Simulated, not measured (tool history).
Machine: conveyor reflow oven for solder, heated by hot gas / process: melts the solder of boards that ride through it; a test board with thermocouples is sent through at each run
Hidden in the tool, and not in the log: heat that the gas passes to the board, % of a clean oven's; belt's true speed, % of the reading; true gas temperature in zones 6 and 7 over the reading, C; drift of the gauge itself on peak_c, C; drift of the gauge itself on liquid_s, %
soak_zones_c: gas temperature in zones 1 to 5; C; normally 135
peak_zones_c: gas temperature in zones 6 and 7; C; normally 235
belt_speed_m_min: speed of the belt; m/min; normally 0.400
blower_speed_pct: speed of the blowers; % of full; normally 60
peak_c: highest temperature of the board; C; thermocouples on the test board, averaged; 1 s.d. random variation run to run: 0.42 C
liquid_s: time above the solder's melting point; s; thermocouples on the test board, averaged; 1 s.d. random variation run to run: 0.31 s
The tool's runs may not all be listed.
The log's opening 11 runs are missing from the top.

run,day,soak_zones_c,peak_zones_c,belt_speed_m_min,blower_speed_pct,hours of work since the flux was cleaned out,hours of work since the belt drive was overhauled,hours of work since the thermocouples were changed,peak_c,liquid_s
12,3.017,135,235,0.400,60,301,225,778,213.8,62.1
13,3.233,135,235,0.400,60,305,228,781,212.6,62.7
14,3.450,135,235,0.400,60,308,232,784,213.5,62.2
15,3.650,135,235,0.400,60,311,235,788,212.9,62.0
16,3.808,135,235,0.370,60,314,237,790,216.3,70.5
# day 4.242: flux residue cleaned out of gas plates and filters
17,4.325,133,240,0.400,60,1,242,795,218.6,66.8
18,4.571,130,240,0.400,56,5,246,799,215.8,63.1
# day 4.771: thermocouples of zones 6 and 7 changed
19,4.979,135,235,0.465,72,10,251,3,215.1,55.6
20,5.171,142,235,0.400,60,13,254,6,217.6,69.8
21,5.442,142,235,0.400,60,18,258,11,217.7,69.7
22,5.625,142,235,0.400,60,21,261,14,217.2,69.8
23,5.967,142,245,0.400,60,26,267,19,226.6,76.9
24,6.350,135,234,0.400,53,32,273,25,212.8,60.9
25,6.679,135,234,0.400,53,37,278,30,212.4,61.0
26,6.871,135,235,0.454,89,40,281,33,220.9,61.7
27,7.254,132,244,0.327,64,46,287,39,232.1,95.6
28,7.592,132,244,0.327,64,52,292,45,231.8,94.6
29,7.762,132,244,0.327,64,54,295,47,231.5,95.2
30,8.125,120,248,0.400,58,60,301,53,224.7,66.4

Each row is a separate what-if for the run after 30, all from the same tool condition, not one after another. Results?
A,8.312,120,248,0.461,50,63,304,56,?,?
B,8.312,139,234,0.400,79,63,304,56,?,?
C,8.312,131,235,0.400,60,63,304,56,?,?
D,8.312,125,248,0.392,58,63,304,56,?,?
E,8.312,127,233,0.354,58,63,304,56,?,?

run,peak_c,liquid_s
A,212.4,46.8
B,221.7,72.8
C,215.4,63.1
D,224.8,70.8
E,216.5,71.9
Had the tool no hidden state, the same runs would have come out as:
run,peak_c,liquid_s
A,212.7,46.7
B,222.1,72.5
C,215.7,62.9
D,225.1,70.5
E,216.8,71.7
